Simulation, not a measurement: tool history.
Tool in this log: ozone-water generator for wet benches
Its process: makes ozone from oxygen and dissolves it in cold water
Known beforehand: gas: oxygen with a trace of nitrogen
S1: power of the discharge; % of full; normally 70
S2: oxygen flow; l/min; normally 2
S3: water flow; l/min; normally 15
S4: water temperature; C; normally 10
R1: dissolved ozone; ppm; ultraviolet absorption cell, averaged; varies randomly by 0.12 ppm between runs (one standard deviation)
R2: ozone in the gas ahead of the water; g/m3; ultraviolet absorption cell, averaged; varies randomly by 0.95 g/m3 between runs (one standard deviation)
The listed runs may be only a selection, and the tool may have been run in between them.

| run | day | S1 | S2 | S3 | S4 | R1 | R2 |
|---|---|---|---|---|---|---|---|
| 1 | 0 | 70 | 2 | 15 | 10 | 9.3 | 146.5 |
| 2 | 2.221 | 70 | 2 | 15 | 10 | 9.2 | 145.1 |
| 3 | 4.879 | 70 | 2 | 15 | 10 | 9.1 | 145 |
| 4 | 8.742 | 70 | 2 | 15 | 10 | 9 | 146.4 |
| 5 | 11.912 | 70 | 1.98 | 15 | 10 | 9 | 143.8 |
| 6 | 16.258 | 70 | 2 | 15 | 10 | 8.9 | 145.9 |
| 7 | 20.842 | 70 | 2 | 15 | 10 | 9 | 145.9 |
| 8 | 24.071 | 70 | 2 | 15 | 10 | 9 | 144.9 |
|  | 24.471 | contactor cleaned |
| 9 | 27.538 | 70 | 2 | 15 | 10 | 8.7 | 142.6 |
| 10 | 31.55 | 70 | 2 | 15 | 12 | 8.6 | 142.1 |
|  | 33.054 | contactor cleaned, once more |
| 11 | 34.45 | 70 | 2 | 15 | 12 | 8.9 | 143.4 |
| 12 | 37.567 | 70 | 2 | 15 | 6 | 9.2 | 142.8 |
| 13 | 40.779 | 70 | 2 | 15 | 6 | 9.4 | 142.1 |
| 14 | 44.358 | 51 | 2 | 15 | 12 | 6.9 | 113.9 |
| 15 | 48.058 | 86 | 1.23 | 15 | 7 | 8.3 | 192.4 |
| 16 | 52.321 | 86 | 1.23 | 15 | 7 | 8.2 | 190.5 |
| 17 | 56.042 | 70 | 2 | 20 | 10 | 6.7 | 140.8 |
| 18 | 59.208 | 70 | 1.93 | 15 | 6 | 9 | 140.7 |
| 19 | 63.65 | 70 | 3.27 | 22 | 17 | 7 | 118.7 |
| 20 | 65.883 | 70 | 3.27 | 22 | 17 | 7 | 118.5 |
| 21 | 67.983 | 70 | 3.27 | 22 | 17 | 7.1 | 118.9 |
| 22 | 70.567 | 70 | 3.27 | 15 | 17 | 9.6 | 118.6 |
| 23 | 73.996 | 58 | 2 | 15 | 9 | 7.6 | 121.4 |
| 24 | 76.121 | 88 | 1.26 | 15 | 9 | 8 | 187 |
| 25 | 80.567 | 67 | 2 | 15 | 10 | 8.4 | 134.9 |
| 26 | 83.5 | 67 | 2 | 15 | 10 | 8.4 | 133.3 |

Forecast each of these 3 alternatives for the next run:
| A | 87.467 | 41 | 2.2 | 15 | 10 | ? | ? |
| B | 87.467 | 41 | 2 | 15 | 10 | ? | ? |
| C | 87.467 | 47 | 2 | 15 | 14 | ? | ? |

| run | R1 | R2 |
|---|---|---|
| A | 6.2 | 92.4 |
| B | 5.8 | 95.6 |
| C | 6.3 | 104.6 |
Had the tool no hidden state, the same runs would have come out as:
| run | R1 | R2 |
|---|---|---|
| A | 7.1 | 101.7 |
| B | 6.6 | 105.2 |
| C | 7.3 | 117.1 |
